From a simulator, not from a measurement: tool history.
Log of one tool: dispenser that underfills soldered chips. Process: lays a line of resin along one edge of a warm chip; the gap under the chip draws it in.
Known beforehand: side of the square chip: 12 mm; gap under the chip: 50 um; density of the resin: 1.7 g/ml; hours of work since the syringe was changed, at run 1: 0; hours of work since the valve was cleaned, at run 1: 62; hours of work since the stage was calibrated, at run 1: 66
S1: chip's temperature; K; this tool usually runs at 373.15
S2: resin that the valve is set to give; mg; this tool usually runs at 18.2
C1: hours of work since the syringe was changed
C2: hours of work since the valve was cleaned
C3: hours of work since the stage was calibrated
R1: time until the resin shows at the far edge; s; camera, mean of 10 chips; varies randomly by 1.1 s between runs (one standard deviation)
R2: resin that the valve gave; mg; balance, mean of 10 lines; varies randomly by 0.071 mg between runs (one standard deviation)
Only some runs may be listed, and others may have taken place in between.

run   hour      S1    S2  C1  C2   C3     R1     R2
  1      0  373.15  18.2   0  62   66    104  18.04
  2    3.7  373.15  18.2   3  65   69  127.5  17.78
  3    6.1  373.15  18.2   5  67   71  143.1  17.82
       7.6  -- new syringe of resin
  4     10  373.15  18.2   2  69   74  114.2  17.71
      13.9  -- dispensing valve cleaned and set on the balance
  5   14.4  373.15  18.2   4   0   76  135.1  18.31
      16.3  -- new syringe of resin
  6   17.9  373.15  18.2   1   3   79    111  18.24
  7   22.4  373.15  16.2   5   6   82  142.8  16.09
        24  -- new syringe of resin
  8   25.5  373.15  18.2   1   8   84  106.6  18.12
  9   27.6  373.15  18.2   3  10   86  122.7  18.26
      31.8  -- new syringe of resin
 10   31.9  373.15  18.2   0  13   89   98.3  18.23
 11   36.6  373.15  18.2   4  17   93  129.9  18.04
      39.5  -- new syringe of resin
 12   41.2  373.15  18.2   1  20   96  111.7  18.24
 13   43.6  373.15  18.2   3  22   98  126.7  18.08
      47.2  -- new syringe of resin
 14     48  379.15  18.2   1  25  101   90.2  18.11
 15   52.7  379.15  18.2   4  29  105  114.7  17.94
      54.8  -- new syringe of resin
 16   57.4  379.15  18.2   2  32  108   98.4  17.93
 17   60.1  382.15  19.1   4  34  110  105.2  18.83
      62.7  -- new syringe of resin
 18   64.8  375.15  18.8   2  38  114  104.8  18.47
 19   67.6  375.15  18.8   4  40  116  120.3  18.57
      70.4  -- new syringe of resin
 20   72.4  379.15  23.4   2  43  119   91.3  23.02
 21   75.4  379.15  23.4   4  46  121  108.2  23.09
      78.1  -- new syringe of resin
 22     80  384.15  19.9   1  49  125   83.9  19.54
 23   84.2  385.15  17.4   5  52  128    102  17.11
      85.9  -- new syringe of resin
 24   88.4  361.15  17.1   2  55  131  165.5  16.72
 25   92.8  361.15  17.1   5  59  134  206.8  16.83
      93.6  -- new syringe of resin
 26   96.4  373.15  18.2   2  61  137  116.9  17.85
 27   99.8  361.15  18.2   5  64  140  193.5  17.79
     101.6  -- new syringe of resin
 28  102.4  387.15  15.9   1  66  141   75.2  15.43
 29  106.9  388.15  15.9   4  69  145   92.1  15.56
     109.3  -- new syringe of resin
     111.6  -- dispensing valve cleaned and set on the balance
 30  113.1  387.15  20.2   2   1  149   80.4  20.13
 31  116.8  387.15  20.2   5   4  151  100.2  20.14
     118.1  -- new syringe of resin
 32  121.4  387.15  20.2   3   7  155   81.7  20.08

Each row is a separate what-if for the run after 32, all from the same tool condition, not one after another. Results?
     125.8  -- new syringe of resin
  A  126.2  382.15  22.4   0  11  158   ?   ?
     125.8  -- new syringe of resin
  B  126.2  379.15  23.2   0  11  158   ?   ?
     125.8  -- new syringe of resin
  C  126.2  373.15  19.6   0  11  158   ?   ?

run     R1     R2
  A   79.9  22.38
  B   85.7  23.11
  C  100.7  19.46
Without the tool's hidden state the same runs would have given:
run     R1     R2
  A   79.9  22.47
  B   85.8   23.2
  C  100.8  19.54
